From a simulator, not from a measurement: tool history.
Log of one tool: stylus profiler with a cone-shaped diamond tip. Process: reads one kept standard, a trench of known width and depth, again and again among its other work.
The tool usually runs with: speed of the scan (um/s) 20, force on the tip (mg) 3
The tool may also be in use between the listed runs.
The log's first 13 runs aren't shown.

run    hour  speed of the scan (um/s)  force on the tip (mg)  scans with this tip  hours of work since the height scale was calibrated  depth of the trench (Å)  width of the trench's floor (um)
 14   578.4                        20                   1.58                 9508                                                  922                  10078.7                                14
 15     618                        34                      3                 9709                                                  941                  10110.2                             13.94
 16   647.5                        76                   3.12                 9858                                                  956                  10108.2                              13.8
 17   710.4                        76                   3.12                10177                                                  986                  10111.6                             13.66
 18     752                        25                   5.72                10387                                                 1007                  10148.4                             13.88
 19   817.9                        25                   5.72                10721                                                 1039                  10148.1                             13.79
      822.2  -- height scale calibrated on a step standard
 20   877.3                        25                   5.72                11020                                                   27                  10177.5                             13.74
 21     934                        25                   5.72                11307                                                   55                  10176.8                              13.7
 22   997.9                        48                   2.69                11630                                                   86                  10129.5                             13.51
 23    1038                        38                      3                11834                                                  106                    10134                             13.53
 24  1067.6                         7                   4.12                11983                                                  120                  10154.8                             13.66
     1086.1  -- height scale calibrated on a step standard, once more
 25  1104.2                         7                   4.12                12166                                                    9                    10095                              13.6
 26  1142.9                        15                   3.67                12362                                                   28                  10090.5                             13.58
 27  1195.8                        56                   3.04                12630                                                   54                  10079.1                             13.25
 28  1235.6                        56                   3.04                12831                                                   73                    10078                             13.29
 29  1304.2                        13                   2.34                13179                                                  107                  10066.9                             13.37
 30  1359.8                        15                    4.6                13461                                                  134                  10107.3                             13.34

4 ways to go on from here, each from the tool as it stands after run 30. What would each give?
  A  1390.4                         6                   7.53                13616                                                  149                        ?                                 ?
  B  1390.4                        37                   2.73                13616                                                  149                        ?                                 ?
  C  1390.4                        46                   8.65                13616                                                  149                        ?                                 ?
  D  1390.4                         6                   1.02                13616                                                  149                        ?                                 ?

run  depth of the trench (Å)  width of the trench's floor (um)
  A                  10147.6                             13.37
  B                  10081.3                             13.18
  C                  10161.9                             13.24
  D                  10043.9                             13.34
The same runs, with their run-to-run variation unchanged, on a tool lacking any hidden condition would have given:
run  depth of the trench (Å)  width of the trench's floor (um)
  A                  10137.9                             16.56
  B                  10071.6                             16.37
  C                  10152.3                             16.42
  D                  10034.3                             16.52

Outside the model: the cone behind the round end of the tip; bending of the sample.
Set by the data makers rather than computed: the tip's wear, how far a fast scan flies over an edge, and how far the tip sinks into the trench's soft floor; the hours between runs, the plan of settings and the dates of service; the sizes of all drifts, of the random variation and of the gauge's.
